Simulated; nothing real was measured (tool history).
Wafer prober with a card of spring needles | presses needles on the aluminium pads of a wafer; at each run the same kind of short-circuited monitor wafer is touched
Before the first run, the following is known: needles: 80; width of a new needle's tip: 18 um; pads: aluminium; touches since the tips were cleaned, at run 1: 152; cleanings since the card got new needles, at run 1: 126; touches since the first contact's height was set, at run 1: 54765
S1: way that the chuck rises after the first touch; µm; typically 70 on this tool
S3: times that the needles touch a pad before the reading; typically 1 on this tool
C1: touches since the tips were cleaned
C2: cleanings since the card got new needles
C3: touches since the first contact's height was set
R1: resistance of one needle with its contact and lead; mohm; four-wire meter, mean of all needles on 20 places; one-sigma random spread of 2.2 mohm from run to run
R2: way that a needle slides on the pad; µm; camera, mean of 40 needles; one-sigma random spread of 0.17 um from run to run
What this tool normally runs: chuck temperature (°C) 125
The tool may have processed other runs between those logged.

Run 1, hour 0: usual settings; C1 152; C2 126; C3 54765. Result: R1 260 mohm, R2 16.99 µm.
At hour 4.8: tips cleaned on abrasive film.
At hour 9.5: tips cleaned on abrasive film.
At hour 14.3: tips cleaned on abrasive film.
At hour 19.1: tips cleaned on abrasive film.
At hour 25: tips cleaned on abrasive film.
At hour 29.8: tips cleaned on abrasive film.
At hour 34.6: tips cleaned on abrasive film.
At hour 39.4: tips cleaned on abrasive film.
At hour 45.3: tips cleaned on abrasive film.
At hour 50.1: tips cleaned on abrasive film.
At hour 54.9: tips cleaned on abrasive film.
At hour 59.6: tips cleaned on abrasive film.
At hour 65.6: tips cleaned on abrasive film.
Run 2, hour 68.3: usual settings; C1 1268; C2 139; C3 85773. Result: R1 303 mohm, R2 16.8 µm.
At hour 70.8: tips cleaned on abrasive film.
At hour 75.5: tips cleaned on abrasive film.
At hour 81.5: tips cleaned on abrasive film.
At hour 87.4: tips cleaned on abrasive film.
At hour 92.2: tips cleaned on abrasive film.
At hour 98.1: tips cleaned on abrasive film.
At hour 104.1: tips cleaned on abrasive film.
Run 3, hour 107.4: usual settings but S1 72 µm; C1 1543; C2 146; C3 103538. Result: R1 295 mohm, R2 17.16 µm.
At hour 109.9: tips cleaned on abrasive film.
At hour 114.6: tips cleaned on abrasive film.
At hour 119.4: tips cleaned on abrasive film.
At hour 124.2: tips cleaned on abrasive film.
At hour 129: tips cleaned on abrasive film.
At hour 134.9: tips cleaned on abrasive film.
At hour 139.7: tips cleaned on abrasive film.
At hour 145.6: tips cleaned on abrasive film.
At hour 151.6: tips cleaned on abrasive film.
At hour 156.3: tips cleaned on abrasive film.
At hour 161.1: tips cleaned on abrasive film.
At hour 167.1: tips cleaned on abrasive film.
Run 4, hour 168.2: usual settings but S1 72 µm; C1 506; C2 158; C3 131081. Result: R1 276 mohm, R2 16.76 µm.
At hour 172.9: tips cleaned on abrasive film.
At hour 177.7: tips cleaned on abrasive film.
At hour 183.6: tips cleaned on abrasive film.
At hour 189.6: tips cleaned on abrasive film.
At hour 194.4: tips cleaned on abrasive film.
At hour 199.1: tips cleaned on abrasive film.
At hour 203.9: tips cleaned on abrasive film.
At hour 209.9: tips cleaned on abrasive film.
Run 5, hour 210: usual settings but S1 72 µm; C1 58; C2 166; C3 150065. Result: R1 254 mohm, R2 16.28 µm.
At hour 214.8: tips cleaned on abrasive film.
At hour 219.5: tips cleaned on abrasive film.
At hour 224.3: tips cleaned on abrasive film.
At hour 230.3: tips cleaned on abrasive film.
At hour 235: tips cleaned on abrasive film.
At hour 239.8: tips cleaned on abrasive film.
At hour 245.8: tips cleaned on abrasive film.
At hour 250.5: tips cleaned on abrasive film.
At hour 255.3: tips cleaned on abrasive film.
Run 6, hour 259: usual settings but chuck temperature (°C) 48; C1 1730; C2 175; C3 172348. Result: R1 307 mohm, R2 16.07 µm.
At hour 260.3: tips cleaned on abrasive film.
At hour 266.3: tips cleaned on abrasive film.
At hour 271: tips cleaned on abrasive film.
At hour 275.8: tips cleaned on abrasive film.
At hour 280.6: tips cleaned on abrasive film.
At hour 285.4: tips cleaned on abrasive film.
At hour 291.3: tips cleaned on abrasive film.
At hour 297.2: tips cleaned on abrasive film.
At hour 302: tips cleaned on abrasive film.
At hour 308: tips cleaned on abrasive film.
At hour 313.9: tips cleaned on abrasive film.
Run 7, hour 315.9: usual settings but S1 65 µm; C1 928; C2 186; C3 198150. Result: R1 307 mohm, R2 14.62 µm.
At hour 319.5: tips cleaned on abrasive film.
At hour 324.3: tips cleaned on abrasive film.
At hour 329.1: tips cleaned on abrasive film.
At hour 335: tips cleaned on abrasive film.
At hour 339.8: tips cleaned on abrasive film.
At hour 344.6: tips cleaned on abrasive film.
At hour 349.3: tips cleaned on abrasive film.
At hour 354.1: tips cleaned on abrasive film.
At hour 358.9: tips cleaned on abrasive film.
At hour 364.8: tips cleaned on abrasive film.
At hour 369.6: tips cleaned on abrasive film.
At hour 375.5: tips cleaned on abrasive film.
At hour 380.3: tips cleaned on abrasive film.
At hour 385.1: tips cleaned on abrasive film.
At hour 391: tips cleaned on abrasive film.
At hour 395.8: tips cleaned on abrasive film.
At hour 400.6: tips cleaned on abrasive film.
Run 8, hour 401.7: usual settings; C1 533; C2 203; C3 237074. Result: R1 295 mohm, R2 15.27 µm.
At hour 406.5: tips cleaned on abrasive film.
At hour 411.3: tips cleaned on abrasive film.
At hour 416.1: tips cleaned on abrasive film.
At hour 416.4: height of the first contact set anew.
At hour 421.1: tips cleaned on abrasive film.
At hour 427.1: tips cleaned on abrasive film.
At hour 433: tips cleaned on abrasive film.
At hour 439: tips cleaned on abrasive film.
Run 9, hour 439.4: usual settings but S1 62 µm, chuck temperature (°C) 38, S3 3; C1 190; C2 210; C3 10464. Result: R1 238 mohm, R2 15.27 µm.
At hour 444.2: tips cleaned on abrasive film.
At hour 450.1: tips cleaned on abrasive film.
At hour 456: tips cleaned on abrasive film.
At hour 460.8: tips cleaned on abrasive film.
At hour 465.6: tips cleaned on abrasive film.
At hour 470.4: tips cleaned on abrasive film.
At hour 475.1: tips cleaned on abrasive film.
At hour 479.9: tips cleaned on abrasive film.
At hour 485.9: tips cleaned on abrasive film.
At hour 491.8: tips cleaned on abrasive film.
At hour 496.6: tips cleaned on abrasive film.
At hour 501.4: tips cleaned on abrasive film.
At hour 507.3: tips cleaned on abrasive film.
Run 10, hour 509.9: usual settings but S1 80 µm, chuck temperature (°C) 74, S3 3; C1 1196; C2 223; C3 42479. Result: R1 253 mohm, R2 19.29 µm.
At hour 512.3: tips cleaned on abrasive film.
At hour 517.1: tips cleaned on abrasive film.
At hour 521.9: tips cleaned on abrasive film.
At hour 527.8: tips cleaned on abrasive film.
At hour 532.6: tips cleaned on abrasive film.
At hour 537.4: tips cleaned on abrasive film.
At hour 542.1: tips cleaned on abrasive film.
At hour 546.9: tips cleaned on abrasive film.
Run 11, hour 548: usual settings but S3 2; C1 525; C2 231; C3 59766. Result: R1 274 mohm, R2 16.8 µm.
At hour 552.8: tips cleaned on abrasive film.
At hour 558.8: tips cleaned on abrasive film.
At hour 563.5: tips cleaned on abrasive film.
At hour 568.3: tips cleaned on abrasive film.
At hour 573.1: tips cleaned on abrasive film.
At hour 579: tips cleaned on abrasive film.
At hour 583.8: tips cleaned on abrasive film.
At hour 588.6: tips cleaned on abrasive film.
At hour 594.5: tips cleaned on abrasive film.
At hour 600.5: tips cleaned on abrasive film.
At hour 606.4: tips cleaned on abrasive film.
At hour 611.2: tips cleaned on abrasive film.
At hour 616: tips cleaned on abrasive film.
Run 12, hour 616.7: usual settings but S1 54 µm, chuck temperature (°C) 95, S3 2; C1 340; C2 244; C3 90927. Result: R1 276 mohm, R2 12.65 µm.
At hour 621.5: tips cleaned on abrasive film.
At hour 626.2: tips cleaned on abrasive film.
At hour 631: tips cleaned on abrasive film.
At hour 637: tips cleaned on abrasive film.
At hour 641.7: tips cleaned on abrasive film.
At hour 647.7: tips cleaned on abrasive film.
At hour 652.5: tips cleaned on abrasive film.
At hour 658.4: tips cleaned on abrasive film.
At hour 663.2: tips cleaned on abrasive film.
At hour 669.1: tips cleaned on abrasive film.
At hour 673.9: tips cleaned on abrasive film.
At hour 678.7: tips cleaned on abrasive film.
At hour 683.4: tips cleaned on abrasive film.
At hour 688.2: tips cleaned on abrasive film.
At hour 694.2: tips cleaned on abrasive film.
Run 13, hour 694.3: usual settings but S1 85 µm, chuck temperature (°C) 69; C1 62; C2 259; C3 126136. Result: R1 244 mohm, R2 19.77 µm.
At hour 699.1: tips cleaned on abrasive film.
At hour 703.8: tips cleaned on abrasive film.
At hour 709.8: tips cleaned on abrasive film.
At hour 715.7: tips cleaned on abrasive film.
At hour 721.7: tips cleaned on abrasive film.
At hour 727.6: tips cleaned on abrasive film.
At hour 732.4: tips cleaned on abrasive film.
At hour 737.2: tips cleaned on abrasive film.
At hour 743.1: tips cleaned on abrasive film.
At hour 749.1: tips cleaned on abrasive film.
At hour 753.8: tips cleaned on abrasive film.
Run 14, hour 757.4: usual settings but S1 85 µm, chuck temperature (°C) 69; C1 1671; C2 270; C3 154844. Result: R1 293 mohm, R2 19.62 µm.
At hour 758.7: tips cleaned on abrasive film.
At hour 763.5: tips cleaned on abrasive film.
At hour 768.3: tips cleaned on abrasive film.
At hour 773: tips cleaned on abrasive film.
At hour 777.8: tips cleaned on abrasive film.
At hour 782.6: tips cleaned on abrasive film.
At hour 788.5: tips cleaned on abrasive film.
At hour 793.3: tips cleaned on abrasive film.
At hour 798.1: tips cleaned on abrasive film.
At hour 802.9: tips cleaned on abrasive film.
At hour 808.8: tips cleaned on abrasive film.
At hour 813.6: tips cleaned on abrasive film.
At hour 819.5: tips cleaned on abrasive film.
At hour 824.3: tips cleaned on abrasive film.
At hour 830.2: tips cleaned on abrasive film.
At hour 836.2: tips cleaned on abrasive film.
At hour 840.9: tips cleaned on abrasive film.
Run 15, hour 842.3: usual settings but S1 54 µm, chuck temperature (°C) 69, S3 3; C1 614; C2 287; C3 193305. Result: R1 279 mohm, R2 11.93 µm.
At hour 845.9: tips cleaned on abrasive film.
At hour 850.7: tips cleaned on abrasive film.
At hour 855.4: tips cleaned on abrasive film.
At hour 861.4: tips cleaned on abrasive film.
At hour 866.2: tips cleaned on abrasive film.
At hour 870.9: tips cleaned on abrasive film.
At hour 875.7: tips cleaned on abrasive film.
At hour 880.5: tips cleaned on abrasive film.
At hour 885.3: tips cleaned on abrasive film.
Run 16, hour 887.1: usual settings but S1 54 µm, chuck temperature (°C) 69, S3 3; C1 830; C2 296; C3 213607. Result: R1 287 mohm, R2 11.84 µm.

Hidden condition of the tool, last listed run before each entry between runs versus first listed run after:
In the gap between runs 1 and 2: tips cleaned on abrasive film (hour 4.8); tips cleaned on abrasive film (hour 9.5); tips cleaned on abrasive film (hour 14.3); tips cleaned on abrasive film (hour 19.1); tips cleaned on abrasive film (hour 25); tips cleaned on abrasive film (hour 29.8); tips cleaned on abrasive film (hour 34.6); tips cleaned on abrasive film (hour 39.4); tips cleaned on abrasive film (hour 45.3); tips cleaned on abrasive film (hour 50.1); tips cleaned on abrasive film (hour 54.9); tips cleaned on abrasive film (hour 59.6); tips cleaned on abrasive film (hour 65.6)
  debris on the tips, nm: 20.5 -> 82.8; way that the needles fall short of the set height, um: 1.63 -> 2.63; tips' diameter, um: 21.22 -> 21.57
  the result without the hidden state subtracted from the measured one, R1: +15 -> +52 mohm; R2: -0.41 -> -0.65 µm
In the gap between runs 2 and 3: tips cleaned on abrasive film (hour 70.8); tips cleaned on abrasive film (hour 75.5); tips cleaned on abrasive film (hour 81.5); tips cleaned on abrasive film (hour 87.4); tips cleaned on abrasive film (hour 92.2); tips cleaned on abrasive film (hour 98.1); tips cleaned on abrasive film (hour 104.1)
  debris on the tips, nm: 82.8 -> 93.5; way that the needles fall short of the set height, um: 2.63 -> 3.13; tips' diameter, um: 21.57 -> 21.74
  the result without the hidden state subtracted from the measured one, R1: +52 -> +55 mohm; R2: -0.65 -> -0.77 µm
In the gap between runs 3 and 4: tips cleaned on abrasive film (hour 109.9); tips cleaned on abrasive film (hour 114.6); tips cleaned on abrasive film (hour 119.4); tips cleaned on abrasive film (hour 124.2); tips cleaned on abrasive film (hour 129); tips cleaned on abrasive film (hour 134.9); tips cleaned on abrasive film (hour 139.7); tips cleaned on abrasive film (hour 145.6); tips cleaned on abrasive film (hour 151.6); tips cleaned on abrasive film (hour 156.3); tips cleaned on abrasive film (hour 161.1); tips cleaned on abrasive film (hour 167.1)
  debris on the tips, nm: 93.5 -> 39.7; way that the needles fall short of the set height, um: 3.13 -> 4.04; tips' diameter, um: 21.74 -> 22.06
  the result without the hidden state subtracted from the measured one, R1: +55 -> +28 mohm; R2: -0.77 -> -1 µm
In the gap between runs 4 and 5: tips cleaned on abrasive film (hour 172.9); tips cleaned on abrasive film (hour 177.7); tips cleaned on abrasive film (hour 183.6); tips cleaned on abrasive film (hour 189.6); tips cleaned on abrasive film (hour 194.4); tips cleaned on abrasive film (hour 199.1); tips cleaned on abrasive film (hour 203.9); tips cleaned on abrasive film (hour 209.9)
  debris on the tips, nm: 39.7 -> 9; way that the needles fall short of the set height, um: 4.04 -> 4.66; tips' diameter, um: 22.06 -> 22.28
  the result without the hidden state subtracted from the measured one, R1: +28 -> +11 mohm; R2: -1 -> -1.13 µm
In the gap between runs 5 and 6: tips cleaned on abrasive film (hour 214.8); tips cleaned on abrasive film (hour 219.5); tips cleaned on abrasive film (hour 224.3); tips cleaned on abrasive film (hour 230.3); tips cleaned on abrasive film (hour 235); tips cleaned on abrasive film (hour 239.8); tips cleaned on abrasive film (hour 245.8); tips cleaned on abrasive film (hour 250.5); tips cleaned on abrasive film (hour 255.3)
  debris on the tips, nm: 9 -> 102.6; way that the needles fall short of the set height, um: 4.66 -> 5.29; tips' diameter, um: 22.28 -> 22.5
  the result without the hidden state subtracted from the measured one, R1: +11 -> +81 mohm; R2: -1.13 -> -1.32 µm
In the gap between runs 6 and 7: tips cleaned on abrasive film (hour 260.3); tips cleaned on abrasive film (hour 266.3); tips cleaned on abrasive film (hour 271); tips cleaned on abrasive film (hour 275.8); tips cleaned on abrasive film (hour 280.6); tips cleaned on abrasive film (hour 285.4); tips cleaned on abrasive film (hour 291.3); tips cleaned on abrasive film (hour 297.2); tips cleaned on abrasive film (hour 302); tips cleaned on abrasive film (hour 308); tips cleaned on abrasive film (hour 313.9)
  debris on the tips, nm: 102.6 -> 67.1; way that the needles fall short of the set height, um: 5.29 -> 6.13; tips' diameter, um: 22.5 -> 22.79
  the result without the hidden state subtracted from the measured one, R1: +81 -> +61 mohm; R2: -1.32 -> -1.51 µm
In the gap between runs 7 and 8: tips cleaned on abrasive film (hour 319.5); tips cleaned on abrasive film (hour 324.3); tips cleaned on abrasive film (hour 329.1); tips cleaned on abrasive film (hour 335); tips cleaned on abrasive film (hour 339.8); tips cleaned on abrasive film (hour 344.6); tips cleaned on abrasive film (hour 349.3); tips cleaned on abrasive film (hour 354.1); tips cleaned on abrasive film (hour 358.9); tips cleaned on abrasive film (hour 364.8); tips cleaned on abrasive film (hour 369.6); tips cleaned on abrasive film (hour 375.5); tips cleaned on abrasive film (hour 380.3); tips cleaned on abrasive film (hour 385.1); tips cleaned on abrasive film (hour 391); tips cleaned on abrasive film (hour 395.8); tips cleaned on abrasive film (hour 400.6)
  debris on the tips, nm: 67.1 -> 51.7; way that the needles fall short of the set height, um: 6.13 -> 7.35; tips' diameter, um: 22.79 -> 23.22
  the result without the hidden state subtracted from the measured one, R1: +61 -> +46 mohm; R2: -1.51 -> -1.8 µm
In the gap between runs 8 and 9: tips cleaned on abrasive film (hour 406.5); tips cleaned on abrasive film (hour 411.3); tips cleaned on abrasive film (hour 416.1); height of the first contact set anew (hour 416.4); tips cleaned on abrasive film (hour 421.1); tips cleaned on abrasive film (hour 427.1); tips cleaned on abrasive film (hour 433); tips cleaned on abrasive film (hour 439)
  debris on the tips, nm: 51.7 -> 22.6; way that the needles fall short of the set height, um: 7.35 -> 0.27; tips' diameter, um: 23.22 -> 23.39
  the result without the hidden state subtracted from the measured one, R1: +46 -> +12 mohm; R2: -1.8 -> -0.07 µm
In the gap between runs 9 and 10: tips cleaned on abrasive film (hour 444.2); tips cleaned on abrasive film (hour 450.1); tips cleaned on abrasive film (hour 456); tips cleaned on abrasive film (hour 460.8); tips cleaned on abrasive film (hour 465.6); tips cleaned on abrasive film (hour 470.4); tips cleaned on abrasive film (hour 475.1); tips cleaned on abrasive film (hour 479.9); tips cleaned on abrasive film (hour 485.9); tips cleaned on abrasive film (hour 491.8); tips cleaned on abrasive film (hour 496.6); tips cleaned on abrasive film (hour 501.4); tips cleaned on abrasive film (hour 507.3)
  debris on the tips, nm: 22.6 -> 86.9; way that the needles fall short of the set height, um: 0.27 -> 1.23; tips' diameter, um: 23.39 -> 23.73
  the result without the hidden state subtracted from the measured one, R1: +12 -> +21 mohm; R2: -0.07 -> -0.3 µm
In the gap between runs 10 and 11: tips cleaned on abrasive film (hour 512.3); tips cleaned on abrasive film (hour 517.1); tips cleaned on abrasive film (hour 521.9); tips cleaned on abrasive film (hour 527.8); tips cleaned on abrasive film (hour 532.6); tips cleaned on abrasive film (hour 537.4); tips cleaned on abrasive film (hour 542.1); tips cleaned on abrasive film (hour 546.9)
  debris on the tips, nm: 86.9 -> 50.8; way that the needles fall short of the set height, um: 1.23 -> 1.8; tips' diameter, um: 23.73 -> 23.93
  the result without the hidden state subtracted from the measured one, R1: +21 -> +26 mohm; R2: -0.3 -> -0.44 µm
In the gap between runs 11 and 12: tips cleaned on abrasive film (hour 552.8); tips cleaned on abrasive film (hour 558.8); tips cleaned on abrasive film (hour 563.5); tips cleaned on abrasive film (hour 568.3); tips cleaned on abrasive film (hour 573.1); tips cleaned on abrasive film (hour 579); tips cleaned on abrasive film (hour 583.8); tips cleaned on abrasive film (hour 588.6); tips cleaned on abrasive film (hour 594.5); tips cleaned on abrasive film (hour 600.5); tips cleaned on abrasive film (hour 606.4); tips cleaned on abrasive film (hour 611.2); tips cleaned on abrasive film (hour 616)
  debris on the tips, nm: 50.8 -> 30.8; way that the needles fall short of the set height, um: 1.8 -> 2.73; tips' diameter, um: 23.93 -> 24.25
  the result without the hidden state subtracted from the measured one, R1: +26 -> +31 mohm; R2: -0.44 -> -0.68 µm
In the gap between runs 12 and 13: tips cleaned on abrasive film (hour 621.5); tips cleaned on abrasive film (hour 626.2); tips cleaned on abrasive film (hour 631); tips cleaned on abrasive film (hour 637); tips cleaned on abrasive film (hour 641.7); tips cleaned on abrasive film (hour 647.7); tips cleaned on abrasive film (hour 652.5); tips cleaned on abrasive film (hour 658.4); tips cleaned on abrasive film (hour 663.2); tips cleaned on abrasive film (hour 669.1); tips cleaned on abrasive film (hour 673.9); tips cleaned on abrasive film (hour 678.7); tips cleaned on abrasive film (hour 683.4); tips cleaned on abrasive film (hour 688.2); tips cleaned on abrasive film (hour 694.2)
  debris on the tips, nm: 30.8 -> 17.8; way that the needles fall short of the set height, um: 2.73 -> 3.82; tips' diameter, um: 24.25 -> 24.64
  the result without the hidden state subtracted from the measured one, R1: +31 -> +15 mohm; R2: -0.68 -> -0.94 µm
In the gap between runs 13 and 14: tips cleaned on abrasive film (hour 699.1); tips cleaned on abrasive film (hour 703.8); tips cleaned on abrasive film (hour 709.8); tips cleaned on abrasive film (hour 715.7); tips cleaned on abrasive film (hour 721.7); tips cleaned on abrasive film (hour 727.6); tips cleaned on abrasive film (hour 732.4); tips cleaned on abrasive film (hour 737.2); tips cleaned on abrasive film (hour 743.1); tips cleaned on abrasive film (hour 749.1); tips cleaned on abrasive film (hour 753.8)
  debris on the tips, nm: 17.8 -> 96; way that the needles fall short of the set height, um: 3.82 -> 4.62; tips' diameter, um: 24.64 -> 24.91
  the result without the hidden state subtracted from the measured one, R1: +15 -> +61 mohm; R2: -0.94 -> -1.14 µm
In the gap between runs 14 and 15: tips cleaned on abrasive film (hour 758.7); tips cleaned on abrasive film (hour 763.5); tips cleaned on abrasive film (hour 768.3); tips cleaned on abrasive film (hour 773); tips cleaned on abrasive film (hour 777.8); tips cleaned on abrasive film (hour 782.6); tips cleaned on abrasive film (hour 788.5); tips cleaned on abrasive film (hour 793.3); tips cleaned on abrasive film (hour 798.1); tips cleaned on abrasive film (hour 802.9); tips cleaned on abrasive film (hour 808.8); tips cleaned on abrasive film (hour 813.6); tips cleaned on abrasive film (hour 819.5); tips cleaned on abrasive film (hour 824.3); tips cleaned on abrasive film (hour 830.2); tips cleaned on abrasive film (hour 836.2); tips cleaned on abrasive film (hour 840.9)
  debris on the tips, nm: 96 -> 54.6; way that the needles fall short of the set height, um: 4.62 -> 5.88; tips' diameter, um: 24.91 -> 25.35
  the result without the hidden state subtracted from the measured one, R1: +61 -> +42 mohm; R2: -1.14 -> -1.45 µm
In the gap between runs 15 and 16: tips cleaned on abrasive film (hour 845.9); tips cleaned on abrasive film (hour 850.7); tips cleaned on abrasive film (hour 855.4); tips cleaned on abrasive film (hour 861.4); tips cleaned on abrasive film (hour 866.2); tips cleaned on abrasive film (hour 870.9); tips cleaned on abrasive film (hour 875.7); tips cleaned on abrasive film (hour 880.5); tips cleaned on abrasive film (hour 885.3)
  debris on the tips, nm: 54.6 -> 54.8; way that the needles fall short of the set height, um: 5.88 -> 6.56; tips' diameter, um: 25.35 -> 25.59
  the result without the hidden state subtracted from the measured one, R1: +42 -> +45 mohm; R2: -1.45 -> -1.64 µm
